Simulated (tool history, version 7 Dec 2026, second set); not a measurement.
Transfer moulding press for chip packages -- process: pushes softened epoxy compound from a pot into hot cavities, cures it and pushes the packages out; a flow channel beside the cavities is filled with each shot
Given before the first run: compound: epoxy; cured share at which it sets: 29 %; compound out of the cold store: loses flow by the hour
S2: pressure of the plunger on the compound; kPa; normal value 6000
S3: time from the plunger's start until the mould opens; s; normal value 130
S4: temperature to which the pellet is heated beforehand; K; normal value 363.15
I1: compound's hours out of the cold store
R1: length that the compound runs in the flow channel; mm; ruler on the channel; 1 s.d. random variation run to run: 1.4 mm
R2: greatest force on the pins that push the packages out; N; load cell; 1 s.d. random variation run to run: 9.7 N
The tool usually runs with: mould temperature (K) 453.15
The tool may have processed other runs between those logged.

Run 1, hour 0.0: usual settings; I1 11.2. Result: R1 725 mm, R2 648 N.
At hour 42.1: plunger's sealing rings changed.
Run 2, hour 47.4: usual settings; I1 26.8. Result: R1 713 mm, R2 852 N.
At hour 64.9: cavities cleaned with cleaning compound and waxed.
Run 3, hour 77.1: usual settings; I1 35.1. Result: R1 691 mm, R2 549 N.
Run 4, hour 110.0: usual settings; I1 19.2. Result: R1 731 mm, R2 762 N.
Run 5, hour 144.8: usual settings; I1 40.5. Result: R1 678 mm, R2 863 N.
At hour 153.9: cavities cleaned with cleaning compound and waxed.
Run 6, hour 174.6: usual settings; I1 35.2. Result: R1 690 mm, R2 623 N.
Run 7, hour 225.4: usual settings; I1 11.1. Result: R1 748 mm, R2 850 N.
At hour 243.1: cavities cleaned with cleaning compound and waxed.
Run 8, hour 254.7: usual settings; I1 28.8. Result: R1 700 mm, R2 555 N.
At hour 271.3: mould's thermocouples calibrated.
Run 9, hour 296.3: usual settings but mould temperature (K) 460.15, S2 4780 kPa, S3 114 s, S4 366.15 K; I1 23.5. Result: R1 611 mm, R2 729 N.
At hour 333.4: cavities cleaned with cleaning compound and waxed.
Run 10, hour 348.6: usual settings but mould temperature (K) 460.15, S2 4780 kPa, S3 114 s, S4 366.15 K; I1 14.9. Result: R1 624 mm, R2 527 N.
Run 11, hour 374.2: usual settings but mould temperature (K) 457.15, S2 5510 kPa, S3 159 s, S4 364.15 K; I1 44.8. Result: R1 613 mm, R2 633 N.
Run 12, hour 399.4: usual settings but S4 365.15 K; I1 46.9. Result: R1 650 mm, R2 772 N.
At hour 421.9: cavities cleaned with cleaning compound and waxed.
Run 13, hour 449.4: usual settings but S4 365.15 K; I1 15.8. Result: R1 723 mm, R2 651 N.
Run 14, hour 493.6: usual settings but mould temperature (K) 458.15, S2 5930 kPa, S4 365.15 K; I1 33.2. Result: R1 658 mm, R2 777 N.
At hour 512.7: cavities cleaned with cleaning compound and waxed.
Run 15, hour 544.0: usual settings but S2 7400 kPa, S3 149 s; I1 26.2. Result: R1 772 mm, R2 626 N.
Run 16, hour 593.2: usual settings but S2 7050 kPa, S3 165 s; I1 23.8. Result: R1 760 mm, R2 760 N.

Forecast each of these 3 alternatives for the next run:
At hour 604.1: cavities cleaned with cleaning compound and waxed.
Run A, hour 636.2: usual settings but mould temperature (K) 451.15, S2 6350 kPa, S3 135 s; I1 14.0. Result: R1 ?, R2 ?.
At hour 604.1: cavities cleaned with cleaning compound and waxed.
Run B, hour 636.2: usual settings but S4 365.15 K; I1 38.6. Result: R1 ?, R2 ?.
At hour 604.1: cavities cleaned with cleaning compound and waxed.
Run C, hour 636.2: usual settings but S2 7310 kPa, S3 165 s, S4 353.15 K; I1 20.6. Result: R1 ?, R2 ?.

run   R1   R2
  A  752  726
  B  663  665
  C  780  605
With the hidden condition removed and each run's random variation left untouched, the same runs would have given:
run   R1   R2
  A  774  468
  B  683  431
  C  803  395

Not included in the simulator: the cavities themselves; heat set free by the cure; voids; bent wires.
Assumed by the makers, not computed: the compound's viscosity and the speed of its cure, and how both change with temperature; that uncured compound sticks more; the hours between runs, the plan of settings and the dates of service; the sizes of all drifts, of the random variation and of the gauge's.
